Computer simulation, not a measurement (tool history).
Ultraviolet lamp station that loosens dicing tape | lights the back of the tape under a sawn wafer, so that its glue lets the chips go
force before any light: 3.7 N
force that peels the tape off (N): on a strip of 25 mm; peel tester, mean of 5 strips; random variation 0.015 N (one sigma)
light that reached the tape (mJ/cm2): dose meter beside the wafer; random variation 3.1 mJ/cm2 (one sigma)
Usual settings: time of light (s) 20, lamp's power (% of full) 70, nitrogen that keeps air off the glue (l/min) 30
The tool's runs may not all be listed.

run	hour	time of light (s)	lamp's power (% of full)	nitrogen that keeps air off the glue (l/min)	force that peels the tape off (N)	light that reached the tape (mJ/cm2)
1	0	20	70	30	0.944	380
2	44.5	20	80	30	0.814	431
3	90.4	20	94	30	0.694	498
4	135.8	20	94	30	0.698	483
5	168.4	20	91	30	0.713	461
6	207	20	70	30	1.089	348
7	229.8	20	70	30	1.087	338
8	262.2	20	69	30	1.122	331
9	301.1	20	69	30	1.159	323
10	351	20	69	30	1.13	311
11	389.3	20	69	30	1.185	309
12	412.4	20	69	30	1.168	310
# hour 436.9: window cleaned of glue's vapour
13	436.9	20	69	30	0.968	364
14	462.7	20	69	30	1.025	356
15	495.4	20	70	30	1.006	358
16	530.5	20	70	28	1.039	351
17	569.5	20	74	30	1.011	360
18	593.7	20	74	15	1.204	354
19	641	20	70	30	1.062	329
20	672.3	20	82	30	0.935	374
21	718.3	20	82	30	0.963	370
22	759.4	20	82	30	1.022	363
23	795.6	20	70	18	1.389	303
24	844.3	24	70	18	1.196	348
25	884.7	27	88	22	0.759	487
26	927	20	70	31	1.316	279
27	970.8	21	70	57	1.084	286
28	1009.3	20	85	14	1.403	326
29	1054.5	20	85	14	1.445	313
30	1077.9	21	97	18	1.118	373
# hour 1085.9: lamp changed
# hour 1111.6: window cleaned of glue's vapour
31	1116.6	21	97	18	0.537	670
32	1155.4	34	63	23	0.45	689
33	1203.7	34	63	23	0.481	680
34	1227.4	34	63	23	0.503	670
35	1267.3	35	70	30	0.39	745
36	1314.6	35	70	30	0.394	731
37	1338.5	35	70	30	0.401	729
38	1365.3	13	82	30	1.19	308
39	1407.1	34	63	13	0.707	617
40	1451.3	21	63	9	1.413	375

Run 41 comes next. What will it give?
41	1491.7	21	63	9	?	?

force that peels the tape off (N): 1.418
light that reached the tape (mJ/cm2): 363
Without the tool's hidden state the same run would have given force that peels the tape off (N) 1.184, light that reached the tape (mJ/cm2) 439.

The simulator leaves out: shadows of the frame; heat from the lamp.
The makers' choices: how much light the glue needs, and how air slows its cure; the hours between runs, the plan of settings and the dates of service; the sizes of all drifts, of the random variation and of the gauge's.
